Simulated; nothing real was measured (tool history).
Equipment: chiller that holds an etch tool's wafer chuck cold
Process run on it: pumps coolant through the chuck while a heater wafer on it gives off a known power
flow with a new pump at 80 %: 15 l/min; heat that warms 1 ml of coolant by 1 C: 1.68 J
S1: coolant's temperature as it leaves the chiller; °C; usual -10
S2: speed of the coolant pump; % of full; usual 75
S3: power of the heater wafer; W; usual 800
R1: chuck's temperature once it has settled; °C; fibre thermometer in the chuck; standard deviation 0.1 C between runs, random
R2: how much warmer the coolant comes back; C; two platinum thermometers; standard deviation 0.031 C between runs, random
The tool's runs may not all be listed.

run    hour   S1  S2    S3     R1    R2
  1       0  -10  75   800   -4.1  2.09
  2    37.3  -10  75   800   -3.9  2.07
  3      92  -10  75   991   -2.6  2.56
  4   152.1  -10  75   991   -2.4  2.56
  5   225.6  -10  75   800     -4  2.07
  6   308.6  -10  75   800   -4.2  2.07
  7   376.1  -10  75   800   -3.9  2.06
  8   460.3  -10  75   800   -3.9  2.07
  9   526.6  -10  75   800     -4  2.04
 10   604.9  -10  75   800   -4.1  2.08
 11   654.9  -10  75   800   -4.1  2.02
 12     745  -10  75   800   -3.9  2.05
 13   834.5  -10  75   800   -3.8  2.06
 14   875.4  -10  75   800     -4  2.04
 15   919.9  -10  75   800   -3.8  2.02
 16   960.3  -10  75   800   -3.9  2.09
 17    1034  -10  73   800   -3.8  2.09
 18  1114.7  -10  83   800   -4.2  1.83
 19  1158.8  -17  90   459  -13.7  0.98
 20  1212.6  -10  97   800   -4.7  1.56
 21  1290.9  -10  97   800   -4.7  1.58
 22  1340.4  -10  97   800   -4.6  1.54
 23  1416.2   -7  61  1109    2.7  3.65
 24  1497.1   -7  61  1109    2.7  3.53
 25  1549.5   -7  61  1109    2.6  3.57
 26  1613.1   -7  61  1109    2.8  3.56
 27  1660.3   -7  61  1109    2.7  3.59
 28  1744.4   -8  93   566   -4.1  1.16
 29  1824.1   -8  93   566   -4.1  1.16
 30  1863.5  -10  75  1011   -2.1  2.52
 31  1942.2    0  75   478    3.9  1.17
 32    2000  -15  90   478  -11.6  0.99

Forecast each of these 4 alternatives for the next run:
  A  2060.3  -10  70  800   ?   ?
  B  2060.3   -2  75  800   ?   ?
  C  2060.3  -15  95  478   ?   ?
  D  2060.3  -10  75  937   ?   ?

run     R1    R2
  A   -3.4  2.19
  B    4.4   2.1
  C  -11.7  0.97
  D   -2.7  2.43
With no hidden state in the tool, these same runs would have given:
run    R1    R2
  A  -3.8  2.16
  B   3.9  2.07
  C   -12  0.95
  D  -3.2   2.4
